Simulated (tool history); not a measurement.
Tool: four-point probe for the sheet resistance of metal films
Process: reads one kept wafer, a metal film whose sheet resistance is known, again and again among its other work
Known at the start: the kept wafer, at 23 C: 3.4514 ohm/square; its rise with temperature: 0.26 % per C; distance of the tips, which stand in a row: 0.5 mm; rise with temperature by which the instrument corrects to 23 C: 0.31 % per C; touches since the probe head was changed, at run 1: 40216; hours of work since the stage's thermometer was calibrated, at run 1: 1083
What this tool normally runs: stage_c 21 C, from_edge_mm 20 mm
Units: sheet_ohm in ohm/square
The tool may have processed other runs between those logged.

| run | hour | stage_c | from_edge_mm | touches since the probe head was changed | hours of work since the stage's thermometer was calibrated | sheet_ohm |
|---|---|---|---|---|---|---|
| 1 | 0.0 | 21 | 20 | 40216 | 1083 | 3.426519 |
| 2 | 98.6 | 21 | 20 | 43426 | 1128 | 3.423768 |
| 3 | 157.5 | 21 | 20 | 45343 | 1155 | 3.423372 |
| 4 | 245.8 | 21 | 5 | 48216 | 1195 | 3.437617 |
| 5 | 301.4 | 21 | 5 | 50025 | 1220 | 3.436293 |
| 6 | 436.2 | 21 | 33 | 54414 | 1282 | 3.412765 |
| 7 | 505.5 | 21 | 33 | 56670 | 1313 | 3.411818 |
| 8 | 606.4 | 31 | 24 | 59953 | 1360 | 3.392986 |
|  | 634.9 | stage's thermometer calibrated |
| 9 | 722.4 | 31 | 24 | 63711 | 40 | 3.390670 |
|  | 834.6 | new probe head fitted |
| 10 | 834.6 | 20 | 24 | 0 | 91 | 3.466873 |
| 11 | 963.0 | 25 | 8 | 4178 | 149 | 3.460193 |
| 12 | 1019.4 | 23 | 42 | 6012 | 175 | 3.453897 |
| 13 | 1150.6 | 21 | 15 | 10283 | 235 | 3.454527 |

Predict each of these 4 candidate next runs independently; none follows another, all start after run 13:
| A | 1266.3 | 27 | 4 | 14050 | 288 | ? |
| B | 1266.3 | 35 | 20 | 14050 | 288 | ? |
| C | 1266.3 | 26 | 6 | 14050 | 288 | ? |
| D | 1266.3 | 32 | 4 | 14050 | 288 | ? |

| run | sheet_ohm |
|---|---|
| A | 3.469151 |
| B | 3.428830 |
| C | 3.455656 |
| D | 3.460788 |
Without the tool's hidden state the same runs would have given:
| run | sheet_ohm |
|---|---|
| A | 3.473270 |
| B | 3.432882 |
| C | 3.459763 |
| D | 3.464884 |

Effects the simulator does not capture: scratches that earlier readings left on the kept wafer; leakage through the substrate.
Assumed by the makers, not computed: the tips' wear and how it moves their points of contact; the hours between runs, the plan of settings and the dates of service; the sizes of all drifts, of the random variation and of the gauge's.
